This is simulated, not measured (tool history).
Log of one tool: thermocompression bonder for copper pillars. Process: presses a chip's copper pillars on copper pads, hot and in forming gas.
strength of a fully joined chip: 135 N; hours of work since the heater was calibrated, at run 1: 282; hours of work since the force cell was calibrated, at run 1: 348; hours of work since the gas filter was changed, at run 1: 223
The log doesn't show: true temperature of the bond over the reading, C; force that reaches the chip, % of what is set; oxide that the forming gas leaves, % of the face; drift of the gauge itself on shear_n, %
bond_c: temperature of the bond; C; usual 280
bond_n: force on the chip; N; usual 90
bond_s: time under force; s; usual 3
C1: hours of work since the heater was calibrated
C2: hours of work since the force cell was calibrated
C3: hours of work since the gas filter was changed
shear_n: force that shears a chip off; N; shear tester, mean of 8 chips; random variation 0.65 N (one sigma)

run 1 hour=0.0 | bond_c=280 bond_n=90 bond_s=3 | C1=282 C2=348 C3=223 | shear_n=67.8
run 2 hour=41.1 | bond_c=280 bond_n=90 bond_s=3 | C1=300 C2=365 C3=241 | shear_n=67.5
run 3 hour=65.0 | bond_c=280 bond_n=90 bond_s=3 | C1=310 C2=376 C3=251 | shear_n=67.9
run 4 hour=104.2 | bond_c=280 bond_n=90 bond_s=3 | C1=327 C2=393 C3=268 | shear_n=68.7
run 5 hour=146.6 | bond_c=280 bond_n=90 bond_s=3 | C1=346 C2=411 C3=287 | shear_n=68.7
run 6 hour=203.2 | bond_c=280 bond_n=127 bond_s=3 | C1=370 C2=436 C3=311 | shear_n=80.8
run 7 hour=250.6 | bond_c=280 bond_n=101 bond_s=3 | C1=391 C2=456 C3=332 | shear_n=71.6
run 8 hour=303.9 | bond_c=280 bond_n=101 bond_s=3 | C1=414 C2=479 C3=355 | shear_n=72.5
run 9 hour=335.0 | bond_c=280 bond_n=85 bond_s=2 | C1=427 C2=493 C3=368 | shear_n=56.8
run 10 hour=358.3 | bond_c=305 bond_n=92 bond_s=7 | C1=437 C2=503 C3=378 | shear_n=109.5
-- hour=377.9 forming gas filter changed
run 11 hour=407.5 | bond_c=273 bond_n=90 bond_s=7 | C1=458 C2=524 C3=13 | shear_n=82.1
run 12 hour=460.4 | bond_c=273 bond_n=90 bond_s=7 | C1=481 C2=547 C3=36 | shear_n=82.1
run 13 hour=505.5 | bond_c=273 bond_n=90 bond_s=7 | C1=501 C2=566 C3=55 | shear_n=82.2
run 14 hour=548.7 | bond_c=273 bond_n=90 bond_s=7 | C1=520 C2=585 C3=74 | shear_n=82.1
run 15 hour=593.7 | bond_c=260 bond_n=61 bond_s=5 | C1=539 C2=605 C3=93 | shear_n=50.3
run 16 hour=647.9 | bond_c=302 bond_n=90 bond_s=3 | C1=562 C2=628 C3=117 | shear_n=85.8

Hidden state at the last listed run before each entry between runs and at the first one after, where it differs:
Between runs 10 and 11: forming gas filter changed (hour 377.9)
  oxide that the forming gas leaves, % of the face: 0.58 -> 0.5

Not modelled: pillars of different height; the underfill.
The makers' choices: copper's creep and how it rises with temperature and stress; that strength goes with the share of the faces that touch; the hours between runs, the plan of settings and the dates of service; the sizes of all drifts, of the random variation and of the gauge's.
